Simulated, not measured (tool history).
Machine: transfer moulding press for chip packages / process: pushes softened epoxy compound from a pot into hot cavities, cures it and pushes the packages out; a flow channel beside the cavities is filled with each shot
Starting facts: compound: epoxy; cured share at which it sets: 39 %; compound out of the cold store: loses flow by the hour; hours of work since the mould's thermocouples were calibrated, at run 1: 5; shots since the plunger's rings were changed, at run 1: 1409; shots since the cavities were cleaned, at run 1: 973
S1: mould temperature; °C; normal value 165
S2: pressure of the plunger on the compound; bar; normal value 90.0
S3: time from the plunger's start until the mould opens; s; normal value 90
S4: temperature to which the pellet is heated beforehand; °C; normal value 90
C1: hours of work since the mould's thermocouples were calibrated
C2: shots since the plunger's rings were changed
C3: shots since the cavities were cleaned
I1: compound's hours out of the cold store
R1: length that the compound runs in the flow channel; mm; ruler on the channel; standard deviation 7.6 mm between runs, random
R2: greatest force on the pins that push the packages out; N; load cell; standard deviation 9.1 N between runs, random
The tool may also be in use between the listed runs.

| run | hour | S1 | S2 | S3 | S4 | C1 | C2 | C3 | I1 | R1 | R2 |
|---|---|---|---|---|---|---|---|---|---|---|---|
| 1 | 0.0 | 165 | 90.0 | 90 | 90 | 5 | 1409 | 973 | 8.5 | 924 | 408 |
|  | 2.7 | cavities cleaned with cleaning compound and waxed |
| 2 | 10.9 | 165 | 90.0 | 90 | 90 | 13 | 1552 | 124 | 13.4 | 927 | 412 |
| 3 | 21.6 | 165 | 90.0 | 90 | 90 | 21 | 1716 | 288 | 20.3 | 886 | 414 |
| 4 | 33.1 | 165 | 71.1 | 90 | 90 | 30 | 1892 | 464 | 42.6 | 716 | 404 |
| 5 | 44.8 | 165 | 71.1 | 90 | 90 | 39 | 2070 | 642 | 30.7 | 765 | 403 |
| 6 | 55.7 | 165 | 71.1 | 90 | 90 | 48 | 2237 | 809 | 28.1 | 766 | 425 |
|  | 69.1 | cavities cleaned with cleaning compound and waxed |
| 7 | 75.2 | 165 | 71.1 | 90 | 90 | 62 | 2511 | 92 | 29.3 | 756 | 408 |
| 8 | 95.6 | 165 | 71.1 | 90 | 90 | 78 | 2823 | 404 | 16.8 | 799 | 417 |
| 9 | 105.6 | 165 | 90.0 | 90 | 90 | 86 | 2975 | 556 | 27.6 | 870 | 408 |
| 10 | 114.7 | 165 | 90.0 | 90 | 90 | 93 | 3115 | 696 | 15.4 | 907 | 414 |
| 11 | 125.7 | 165 | 90.0 | 90 | 90 | 102 | 3282 | 863 | 17.0 | 900 | 405 |
|  | 135.7 | cavities cleaned with cleaning compound and waxed |
| 12 | 138.0 | 165 | 90.0 | 90 | 90 | 110 | 3448 | 36 | 31.3 | 861 | 408 |
| 13 | 157.0 | 165 | 90.0 | 90 | 81 | 125 | 3738 | 326 | 45.2 | 794 | 405 |
| 14 | 166.2 | 165 | 90.0 | 90 | 81 | 133 | 3878 | 466 | 23.0 | 877 | 420 |
| 15 | 179.3 | 165 | 77.5 | 90 | 90 | 143 | 4077 | 665 | 25.2 | 805 | 415 |
| 16 | 188.5 | 173 | 72.3 | 115 | 88 | 150 | 4219 | 807 | 47.9 | 688 | 382 |
|  | 202.0 | cavities cleaned with cleaning compound and waxed |
| 17 | 207.8 | 173 | 72.3 | 115 | 88 | 164 | 4490 | 89 | 36.9 | 720 | 357 |
| 18 | 228.1 | 165 | 102.6 | 90 | 90 | 180 | 4799 | 398 | 26.5 | 922 | 420 |
| 19 | 247.5 | 158 | 83.6 | 90 | 90 | 195 | 5096 | 695 | 36.6 | 811 | 581 |
|  | 258.4 | plunger's sealing rings changed |
|  | 270.9 | cavities cleaned with cleaning compound and waxed |
| 20 | 270.9 | 164 | 83.6 | 96 | 90 | 211 | 168 | 0 | 42.7 | 781 | 385 |
| 21 | 288.0 | 163 | 108.9 | 82 | 100 | 224 | 429 | 261 | 33.0 | 922 | 489 |
| 22 | 299.0 | 165 | 90.0 | 90 | 83 | 233 | 597 | 429 | 43.3 | 803 | 419 |
| 23 | 314.7 | 168 | 79.2 | 90 | 93 | 245 | 836 | 668 | 31.9 | 782 | 382 |
| 24 | 325.0 | 165 | 102.5 | 90 | 88 | 253 | 993 | 825 | 17.0 | 958 | 425 |
|  | 337.6 | cavities cleaned with cleaning compound and waxed |
| 25 | 338.0 | 165 | 90.0 | 97 | 90 | 262 | 1168 | 6 | 12.3 | 910 | 395 |
| 26 | 347.6 | 165 | 90.0 | 97 | 90 | 270 | 1316 | 154 | 21.7 | 879 | 383 |
| 27 | 361.6 | 165 | 78.6 | 90 | 98 | 281 | 1530 | 368 | 23.4 | 812 | 415 |

Describe how what the log doesn't record of the tool's condition differs between the last listed run preceding each entry between runs and the first listed run following it.
From run 1 to run 2: cavities cleaned with cleaning compound and waxed (hour 2.7)
  grip of the stained cavities, % over clean ones': 1.2 -> 0.4
From run 6 to run 7: cavities cleaned with cleaning compound and waxed (hour 69.1)
  pressure that reaches the compound, % of what is set: 99.9 -> 99.89; grip of the stained cavities, % over clean ones': 1.2 -> 0.3
From run 11 to run 12: cavities cleaned with cleaning compound and waxed (hour 135.7)
  grip of the stained cavities, % over clean ones': 1.2 -> 0.1
From run 16 to run 17: cavities cleaned with cleaning compound and waxed (hour 202.0)
  pressure that reaches the compound, % of what is set: 99.83 -> 99.82; grip of the stained cavities, % over clean ones': 1.2 -> 0.3
From run 19 to run 20: plunger's sealing rings changed (hour 258.4); cavities cleaned with cleaning compound and waxed (hour 270.9)
  pressure that reaches the compound, % of what is set: 99.79 -> 99.99; grip of the stained cavities, % over clean ones': 1.1 -> 0
From run 24 to run 25: cavities cleaned with cleaning compound and waxed (hour 337.6)
  true mould temperature over the reading, C: 0 -> -0.01; pressure that reaches the compound, % of what is set: 99.96 -> 99.95; grip of the stained cavities, % over clean ones': 1.2 -> 0
